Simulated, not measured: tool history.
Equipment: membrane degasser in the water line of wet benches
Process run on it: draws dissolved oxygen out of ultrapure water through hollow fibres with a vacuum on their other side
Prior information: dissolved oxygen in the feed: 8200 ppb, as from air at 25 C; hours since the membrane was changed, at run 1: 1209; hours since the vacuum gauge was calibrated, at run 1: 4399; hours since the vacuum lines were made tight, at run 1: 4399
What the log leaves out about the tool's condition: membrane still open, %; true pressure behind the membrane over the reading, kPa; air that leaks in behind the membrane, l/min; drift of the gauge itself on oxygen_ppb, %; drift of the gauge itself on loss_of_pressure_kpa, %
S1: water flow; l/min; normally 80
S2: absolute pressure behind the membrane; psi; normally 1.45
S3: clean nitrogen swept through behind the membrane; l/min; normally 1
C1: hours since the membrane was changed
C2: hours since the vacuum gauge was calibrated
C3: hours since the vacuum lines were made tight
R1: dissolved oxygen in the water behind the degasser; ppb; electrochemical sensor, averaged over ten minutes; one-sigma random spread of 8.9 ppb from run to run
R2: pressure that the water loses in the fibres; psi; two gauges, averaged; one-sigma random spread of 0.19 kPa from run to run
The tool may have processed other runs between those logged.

run,hour,S1,S2,S3,C1,C2,C3,R1,R2
1,0,80,1.45,1,1209,4399,4399,901.3,5.558
2,47.5,80,1.45,1,1256,4447,4447,881.3,5.574
3,79.3,80,1.45,1,1288,4478,4478,881.1,5.556
4,105.6,80,1.45,1,1314,4505,4505,893.3,5.625
5,151.8,80,1.45,1,1361,4551,4551,893.5,5.596
6,175.1,80,1.45,1,1384,4574,4574,910.5,5.623
7,214.8,80,1.45,1,1424,4614,4614,893.5,5.614
8,260.5,80,1.45,1,1469,4660,4660,901.7,5.629
9,291.5,80,1.45,1,1500,4691,4691,889.3,5.607
10,328.3,80,1.45,1,1537,4727,4727,905.2,5.593
11,359.6,82,1.45,1,1568,4759,4759,907,5.79
12,410.5,80,1.89,1,1619,4810,4810,1201.6,5.623
13,439,80,1.89,1,1648,4838,4838,1216.8,5.659
14,464.5,80,1.45,1.35,1673,4864,4864,732.2,5.677
15,512.2,80,1.45,1.35,1721,4911,4911,746.5,5.709
16,540,80,1.45,1.35,1749,4939,4939,753.8,5.685
17,589.1,80,1.45,1.35,1798,4988,4988,750.8,5.643
18,625.5,111,1.45,1,1834,5025,5025,1157.7,7.913
19,647.3,55,0.9,0.62,1856,5046,5046,428.8,3.926

Run 20 has not been measured yet. What should we expect?
20,689.9,53,2.03,2.47,1899,5089,5089,?,?

R1: 498.6 ppb
R2: 3.794 psi
If the tool had no hidden condition, the same run with the same run-to-run variation would have returned R1 497.5 ppb, R2 3.703 psi.
